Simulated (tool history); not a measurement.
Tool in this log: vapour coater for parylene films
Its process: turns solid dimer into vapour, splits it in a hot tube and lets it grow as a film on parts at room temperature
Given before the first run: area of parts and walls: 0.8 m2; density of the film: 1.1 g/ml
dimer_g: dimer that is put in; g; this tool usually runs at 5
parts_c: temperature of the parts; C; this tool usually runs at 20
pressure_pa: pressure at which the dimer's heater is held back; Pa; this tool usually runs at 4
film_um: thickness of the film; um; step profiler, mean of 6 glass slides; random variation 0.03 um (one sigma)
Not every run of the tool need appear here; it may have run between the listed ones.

run	hour	dimer_g	parts_c	pressure_pa	film_um
1	0	5	20	4	2.66
2	59.4	5	12	4	3.14
3	102.4	5	12	4	3.2
4	161	5	20	4	2.55
# hour 183.3: trap's valve overhauled
5	221.3	5	20	4	2.92
6	297.9	5	20	4	2.88
7	337.1	5	20	4	2.88
8	425.3	5	20	4	2.81
9	497.6	5	20	4	2.77
10	564.9	5	20	4	2.75
11	616	5	20	4	2.78
12	664.2	5	20	4	2.72
13	738.7	5	20	4	2.66
# hour 788.3: trap's valve overhauled
14	822.3	7	12	2.1	5.43
15	889.2	7	20	2.92	4.28
16	925.3	5	22	2.09	2.93
# hour 952.3: table's thermometer calibrated
17	1002.4	4	19	2.09	2.41
18	1060.8	6	19	3.84	3.44
19	1124.6	8	16	4	4.86
20	1164	8	16	4	4.81
21	1217.3	5	22	2.87	2.63
22	1258	5	13	5.2	3.17
23	1331.4	2	18	8.83	1.03
# hour 1393: trap's valve overhauled
24	1416.7	3	26	3.38	1.53
25	1481.5	7	28	11.76	3.1
26	1529.5	8	20	7.05	4.37

Branching from run 26: 4 alternative next runs. What would each branch give?
A	1613.2	8	14	10.44	?
B	1613.2	6	15	4	?
C	1613.2	2	20	7.25	?
D	1613.2	8	29	7.05	?

run	film_um
A	4.91
B	3.91
C	1.06
D	3.42
With the hidden condition removed and each run's random variation left untouched, the same runs would have given:
run	film_um
A	5.07
B	4.03
C	1.1
D	3.53
